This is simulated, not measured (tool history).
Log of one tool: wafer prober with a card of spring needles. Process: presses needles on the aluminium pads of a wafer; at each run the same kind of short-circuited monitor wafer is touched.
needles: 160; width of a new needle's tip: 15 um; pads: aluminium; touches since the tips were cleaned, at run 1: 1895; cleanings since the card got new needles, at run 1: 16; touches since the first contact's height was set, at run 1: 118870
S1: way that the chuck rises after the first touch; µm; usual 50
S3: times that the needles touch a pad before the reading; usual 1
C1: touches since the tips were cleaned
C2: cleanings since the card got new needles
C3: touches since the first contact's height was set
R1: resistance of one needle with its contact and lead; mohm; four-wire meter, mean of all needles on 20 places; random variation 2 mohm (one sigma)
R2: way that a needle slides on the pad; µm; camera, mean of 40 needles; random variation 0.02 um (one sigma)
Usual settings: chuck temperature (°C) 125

Run 1, hour 0.0: usual settings; C1 1895; C2 16; C3 118870. Result: R1 255 mohm, R2 10.34 µm.
Run 2, hour 4.7: usual settings but S1 70 µm; C1 3917; C2 16; C3 120892. Result: R1 243 mohm, R2 14.54 µm.
At hour 11.4: tips cleaned on abrasive film.
Run 3, hour 12.5: usual settings; C1 455; C2 17; C3 124205. Result: R1 227 mohm, R2 10.29 µm.
Run 4, hour 21.0: usual settings; C1 4112; C2 17; C3 127862. Result: R1 271 mohm, R2 10.30 µm.
Run 5, hour 25.4: usual settings; C1 6006; C2 17; C3 129756. Result: R1 285 mohm, R2 10.35 µm.
At hour 27.1: tips cleaned on abrasive film.
Run 6, hour 31.7: usual settings; C1 1985; C2 18; C3 132437. Result: R1 256 mohm, R2 10.28 µm.
Run 7, hour 39.3: usual settings; C1 5227; C2 18; C3 135679. Result: R1 284 mohm, R2 10.29 µm.
At hour 43.4: tips cleaned on abrasive film.
Run 8, hour 48.1: usual settings; C1 2029; C2 19; C3 139444. Result: R1 256 mohm, R2 10.27 µm.
Run 9, hour 52.2: usual settings; C1 3774; C2 19; C3 141189. Result: R1 275 mohm, R2 10.25 µm.
At hour 59.0: tips cleaned on abrasive film.
Run 10, hour 60.5: usual settings; C1 632; C2 20; C3 144712. Result: R1 238 mohm, R2 10.25 µm.
At hour 61.4: height of the first contact set anew.
Run 11, hour 69.5: usual settings; C1 4382; C2 20; C3 3462. Result: R1 279 mohm, R2 10.13 µm.
At hour 74.9: tips cleaned on abrasive film.
Run 12, hour 76.0: usual settings; C1 452; C2 21; C3 6208. Result: R1 227 mohm, R2 10.10 µm.
Run 13, hour 84.2: usual settings but S3 3; C1 3993; C2 21; C3 9749. Result: R1 241 mohm, R2 10.09 µm.
Run 14, hour 89.1: usual settings but S1 41 µm, S3 3; C1 6112; C2 21; C3 11868. Result: R1 252 mohm, R2 8.18 µm.
At hour 90.2: height of the first contact set anew, once more.
At hour 90.8: tips cleaned on abrasive film.
Run 15, hour 96.9: usual settings but S3 2; C1 2589; C2 22; C3 2820. Result: R1 245 mohm, R2 10.58 µm.
Run 16, hour 101.0: usual settings but chuck temperature (°C) 26; C1 4395; C2 22; C3 4626. Result: R1 267 mohm, R2 10.55 µm.
Run 17, hour 105.3: usual settings; C1 6233; C2 22; C3 6464. Result: R1 286 mohm, R2 10.52 µm.
At hour 106.8: tips cleaned on abrasive film.
Run 18, hour 111.2: usual settings; C1 1903; C2 23; C3 8954. Result: R1 256 mohm, R2 10.56 µm.
Run 19, hour 118.7: usual settings but S1 56 µm, chuck temperature (°C) 35, S3 2; C1 5141; C2 23; C3 12192. Result: R1 231 mohm, R2 11.83 µm.
At hour 122.4: tips cleaned on abrasive film.
Run 20, hour 123.6: usual settings but S1 66 µm, chuck temperature (°C) 35, S3 2; C1 551; C2 24; C3 14263. Result: R1 199 mohm, R2 13.90 µm.
Run 21, hour 127.6: usual settings but chuck temperature (°C) 99, S3 2; C1 2264; C2 24; C3 15976. Result: R1 234 mohm, R2 10.55 µm.

Forecast run 22:
Run 22, hour 132.2: usual settings but S1 35 µm, chuck temperature (°C) 99; C1 4247; C2 24; C3 17959. Result: R1 ?, R2 ?.

{"run 22": {"R1": 329, "R2": 7.37}}
Without the tool's hidden state the same run would have given R1 212 mohm, R2 7.41 µm.
